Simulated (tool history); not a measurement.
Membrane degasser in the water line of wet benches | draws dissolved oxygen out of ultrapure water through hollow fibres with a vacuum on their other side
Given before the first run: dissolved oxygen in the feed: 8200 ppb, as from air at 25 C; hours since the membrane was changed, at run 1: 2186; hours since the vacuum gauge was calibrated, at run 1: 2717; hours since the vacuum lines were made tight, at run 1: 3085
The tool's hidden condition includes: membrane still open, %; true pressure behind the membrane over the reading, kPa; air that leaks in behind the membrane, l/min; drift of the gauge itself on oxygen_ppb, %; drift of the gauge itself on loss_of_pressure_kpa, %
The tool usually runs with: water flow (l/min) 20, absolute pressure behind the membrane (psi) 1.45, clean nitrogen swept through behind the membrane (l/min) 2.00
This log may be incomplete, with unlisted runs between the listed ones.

run   hour  water flow (l/min)  absolute pressure behind the membrane (psi)  clean nitrogen swept through behind the membrane (l/min)  hours since the membrane was changed  hours since the vacuum gauge was calibrated  hours since the vacuum lines were made tight  dissolved oxygen in the water behind the degasser (ppb)  pressure that the water loses in the fibres (psi)
  1    0.0                  20                                         1.45                                                      2.00                                  2186                                         2717                                          3085                                                    175.1                                              9.262
  2   64.3                  20                                         1.45                                                      2.00                                  2250                                         2782                                          3149                                                    177.0                                              9.313
  3  113.1                  20                                         1.45                                                      5.62                                  2299                                         2830                                          3198                                                     77.6                                              9.298
  4  202.0                  20                                         1.45                                                      5.62                                  2388                                         2919                                          3287                                                     77.5                                              9.348
  5  261.1                  20                                         1.45                                                      5.18                                  2447                                         2978                                          3346                                                     83.7                                              9.324
  6  348.2                  20                                         1.45                                                      5.18                                  2534                                         3066                                          3433                                                     84.6                                              9.332
  7  437.3                  20                                         1.45                                                      5.18                                  2623                                         3155                                          3522                                                     84.2                                              9.407
  8  529.1                  23                                         1.65                                                      4.81                                  2715                                         3246                                          3614                                                    123.5                                             10.842
  9  616.1                  20                                         1.45                                                      2.00                                  2802                                         3333                                          3701                                                    177.6                                              9.461
 10  667.2                  31                                         1.49                                                      2.06                                  2853                                         3384                                          3752                                                    300.2                                             14.653
 11  707.3                  17                                         1.33                                                      2.00                                  2893                                         3425                                          3792                                                    130.4                                              8.084
 12  771.3                  17                                         1.33                                                      2.00                                  2957                                         3489                                          3856                                                    132.1                                              8.135

A few steps of pressure that the water loses in the fibres (psi) between consecutive runs. Split each: what settings, incoming material and random variation would produce without the hidden state, and what is left over for the hidden state, along with gauge scatter present in only one of the two compared results (measured, and without hidden state):
Run 10 -> 11: water flow (l/min) 31 -> 17, absolute pressure behind the membrane (psi) 1.49 -> 1.33, clean nitrogen swept through behind the membrane (l/min) 2.06 -> 2.00. pressure that the water loses in the fibres (psi) -6.569: hidden state -0.103, all else -6.466.
